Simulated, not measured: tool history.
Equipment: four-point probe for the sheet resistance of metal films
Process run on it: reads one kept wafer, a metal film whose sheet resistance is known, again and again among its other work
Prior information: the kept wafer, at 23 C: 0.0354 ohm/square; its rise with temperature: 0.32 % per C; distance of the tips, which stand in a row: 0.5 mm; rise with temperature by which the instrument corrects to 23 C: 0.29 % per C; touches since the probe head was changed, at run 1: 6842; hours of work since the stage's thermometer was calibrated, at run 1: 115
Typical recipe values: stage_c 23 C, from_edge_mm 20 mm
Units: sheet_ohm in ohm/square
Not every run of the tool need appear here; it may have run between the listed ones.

run   hour  stage_c  from_edge_mm  touches since the probe head was changed  hours of work since the stage's thermometer was calibrated  sheet_ohm
  1      0       23            20                                      6842                                                         115   0.035431
  2     20       23            20                                      7590                                                         128    0.03544
  3   32.7       23            15                                      8065                                                         136   0.035449
  4   51.2       23            20                                      8756                                                         148   0.035443
  5   66.2       23            20                                      9317                                                         157   0.035447
  6   78.3       23            20                                      9768                                                         165   0.035444
  7   93.7       23            15                                     10343                                                         175    0.03546
  8  106.7       23            15                                     10831                                                         183   0.035468
  9  119.1       23            15                                     11295                                                         191   0.035466
 10  130.8       23            24                                     11733                                                         198   0.035451
 11  143.2       23            20                                     12197                                                         206   0.035472
 12  160.6       21            20                                     12847                                                         217   0.035447
 13  173.9       21            20                                     13344                                                         225   0.035463
 14  189.8       21            20                                     13938                                                         235   0.035467
 15  206.8       23            20                                     14572                                                         246    0.03547
 16  217.9       23            20                                     14989                                                         253   0.035476
 17  234.6       23            20                                     15613                                                         263   0.035488
 18  245.1       18             9                                     16005                                                         270   0.035499
 19  264.3       23             7                                     16721                                                         282   0.035573
 20  280.9       23             7                                     17342                                                         293   0.035592
 21  290.5       23             8                                     17702                                                         299   0.035565
     292.7  -- stage's thermometer calibrated
 22  299.5       33             5                                     18020                                                           4   0.035771
 23  315.6       33             5                                     18623                                                          14   0.035766
 24  326.9       33             5                                     19044                                                          22    0.03578
 25  345.5       33             5                                     19740                                                          33   0.035778
     353.5  -- stage's thermometer calibrated, once more
 26  360.5       33             5                                     20283                                                           4   0.035737
 27  373.5       23            22                                     20769                                                          13    0.03549
 28  383.5       23            22                                     21143                                                          19   0.035497
 29  392.3       32            28                                     21472                                                          25   0.035569
 30  403.4       24             4                                     21885                                                          31   0.035804
 31  417.8       23            21                                     22425                                                          41   0.035503
 32  428.8       35            12                                     22834                                                          48   0.035623
 33  437.3       35            11                                     23151                                                          53   0.035649

Hidden condition of the tool, last listed run before each entry between runs versus first listed run after:
From run 21 to run 22: stage's thermometer calibrated (hour 292.7)
  inner tips' distance over the nominal, %: 0.183 -> 0.188; wafer's true temperature over the reading, C: 0.13 -> 0.2
  difference, measured minus the result without the unlogged condition, sheet_ohm: +0.000085 -> +0.000094 ohm/square
From run 25 to run 26: stage's thermometer calibrated, once more (hour 353.5)
  inner tips' distance over the nominal, %: 0.211 -> 0.218; wafer's true temperature over the reading, C: 0.2 -> -0.06
  difference, measured minus the result without the unlogged condition, sheet_ohm: +0.000104 -> +0.000078 ohm/square
